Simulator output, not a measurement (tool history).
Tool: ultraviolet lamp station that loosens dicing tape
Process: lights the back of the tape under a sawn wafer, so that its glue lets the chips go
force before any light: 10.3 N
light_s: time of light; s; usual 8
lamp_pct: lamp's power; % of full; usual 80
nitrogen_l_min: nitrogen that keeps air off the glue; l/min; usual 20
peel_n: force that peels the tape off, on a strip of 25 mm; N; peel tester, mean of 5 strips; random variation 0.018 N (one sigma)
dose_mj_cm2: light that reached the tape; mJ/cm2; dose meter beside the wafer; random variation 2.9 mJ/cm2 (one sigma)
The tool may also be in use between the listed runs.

{"run": 1, "hour": 0.0, "light_s": 8, "lamp_pct": 80, "nitrogen_l_min": 20, "peel_n": 1.952, "dose_mj_cm2": 274}
{"run": 2, "hour": 92.4, "light_s": 8, "lamp_pct": 80, "nitrogen_l_min": 20, "peel_n": 2.133, "dose_mj_cm2": 259}
{"hour": 139.9, "done": "window cleaned of glue's vapour"}
{"run": 3, "hour": 173.3, "light_s": 8, "lamp_pct": 80, "nitrogen_l_min": 20, "peel_n": 1.806, "dose_mj_cm2": 285}
{"run": 4, "hour": 243.0, "light_s": 8, "lamp_pct": 80, "nitrogen_l_min": 20, "peel_n": 1.859, "dose_mj_cm2": 279}
{"run": 5, "hour": 313.9, "light_s": 8, "lamp_pct": 81, "nitrogen_l_min": 20, "peel_n": 2.036, "dose_mj_cm2": 269}
{"run": 6, "hour": 407.7, "light_s": 8, "lamp_pct": 81, "nitrogen_l_min": 20, "peel_n": 2.266, "dose_mj_cm2": 251}
{"run": 7, "hour": 450.1, "light_s": 8, "lamp_pct": 81, "nitrogen_l_min": 20, "peel_n": 2.375, "dose_mj_cm2": 245}
{"run": 8, "hour": 511.2, "light_s": 8, "lamp_pct": 81, "nitrogen_l_min": 20, "peel_n": 2.421, "dose_mj_cm2": 234}
{"run": 9, "hour": 557.9, "light_s": 8, "lamp_pct": 81, "nitrogen_l_min": 20, "peel_n": 2.595, "dose_mj_cm2": 227}
{"run": 10, "hour": 648.2, "light_s": 8, "lamp_pct": 81, "nitrogen_l_min": 20, "peel_n": 2.863, "dose_mj_cm2": 210}
{"hour": 664.9, "done": "window cleaned of glue's vapour"}
{"run": 11, "hour": 742.7, "light_s": 8, "lamp_pct": 81, "nitrogen_l_min": 20, "peel_n": 2.477, "dose_mj_cm2": 231}
{"hour": 751.6, "done": "lamp changed"}
{"run": 12, "hour": 829.4, "light_s": 9, "lamp_pct": 81, "nitrogen_l_min": 20, "peel_n": 0.761, "dose_mj_cm2": 453}
{"run": 13, "hour": 883.2, "light_s": 9, "lamp_pct": 81, "nitrogen_l_min": 20, "peel_n": 0.828, "dose_mj_cm2": 445}

Forecast run 14:
{"run": 14, "hour": 940.2, "light_s": 7, "lamp_pct": 91, "nitrogen_l_min": 10, "peel_n": "?", "dose_mj_cm2": "?"}

peel_n: 1.785 N
dose_mj_cm2: 374 mJ/cm2
Without the tool's hidden state the same run would have given peel_n 1.410 N, dose_mj_cm2 430 mJ/cm2.
